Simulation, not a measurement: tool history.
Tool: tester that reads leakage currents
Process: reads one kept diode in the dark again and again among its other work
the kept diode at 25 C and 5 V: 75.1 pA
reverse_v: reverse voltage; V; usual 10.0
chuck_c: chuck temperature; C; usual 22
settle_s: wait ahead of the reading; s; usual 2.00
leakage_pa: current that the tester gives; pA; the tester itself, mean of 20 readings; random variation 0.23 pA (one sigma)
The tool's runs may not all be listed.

run 1 hour=0.0 | reverse_v=10.0 chuck_c=22 settle_s=2.00 | leakage_pa=76.06
run 2 hour=111.2 | reverse_v=10.0 chuck_c=22 settle_s=2.00 | leakage_pa=77.62
run 3 hour=185.8 | reverse_v=10.0 chuck_c=22 settle_s=2.00 | leakage_pa=77.56
run 4 hour=360.0 | reverse_v=10.0 chuck_c=22 settle_s=2.00 | leakage_pa=78.98
run 5 hour=486.4 | reverse_v=10.0 chuck_c=22 settle_s=2.00 | leakage_pa=80.02
-- hour=501.9 chuck's temperature calibrated
run 6 hour=599.3 | reverse_v=10.0 chuck_c=22 settle_s=0.91 | leakage_pa=84.04
run 7 hour=693.8 | reverse_v=10.0 chuck_c=22 settle_s=0.91 | leakage_pa=84.91
run 8 hour=780.3 | reverse_v=10.0 chuck_c=22 settle_s=0.91 | leakage_pa=85.74
run 9 hour=939.8 | reverse_v=10.0 chuck_c=57 settle_s=2.00 | leakage_pa=1273.17
run 10 hour=1033.9 | reverse_v=10.0 chuck_c=57 settle_s=2.00 | leakage_pa=1287.03
-- hour=1088.7 chuck's temperature calibrated, once more
run 11 hour=1137.4 | reverse_v=13.8 chuck_c=34 settle_s=4.71 | leakage_pa=233.72
run 12 hour=1232.2 | reverse_v=15.5 chuck_c=58 settle_s=6.01 | leakage_pa=1468.04
run 13 hour=1356.3 | reverse_v=3.5 chuck_c=37 settle_s=2.00 | leakage_pa=185.94
run 14 hour=1457.4 | reverse_v=3.5 chuck_c=37 settle_s=2.00 | leakage_pa=187.15
run 15 hour=1574.6 | reverse_v=3.5 chuck_c=37 settle_s=2.00 | leakage_pa=189.06
run 16 hour=1714.1 | reverse_v=3.5 chuck_c=37 settle_s=2.00 | leakage_pa=190.06
run 17 hour=1881.8 | reverse_v=3.5 chuck_c=59 settle_s=1.04 | leakage_pa=988.78
run 18 hour=2055.6 | reverse_v=3.5 chuck_c=59 settle_s=1.04 | leakage_pa=998.00

Hidden state or all else? Some run-to-run changes of leakage_pa, split into what the settings, what came in and random variation would give without the hidden state, and what is left for the hidden state (with any gauge scatter that isn't in both results):
The hidden state here: stray current of the dirty probe card, pA a volt; current scale over the true one, %; true chuck temperature over the reading, C; drift of the gauge itself on leakage_pa, %.
Run 10 -> 11: reverse_v 10.0 -> 13.8, chuck_c 57 -> 34, settle_s 2.00 -> 4.71, chuck's temperature calibrated, once more. leakage_pa -1053.31 pA: hidden state -104.50, all else -948.81.
Run 12 -> 13: reverse_v 15.5 -> 3.5, chuck_c 58 -> 37, settle_s 6.01 -> 2.00. leakage_pa -1282.10 pA: hidden state -7.71, all else -1274.39.

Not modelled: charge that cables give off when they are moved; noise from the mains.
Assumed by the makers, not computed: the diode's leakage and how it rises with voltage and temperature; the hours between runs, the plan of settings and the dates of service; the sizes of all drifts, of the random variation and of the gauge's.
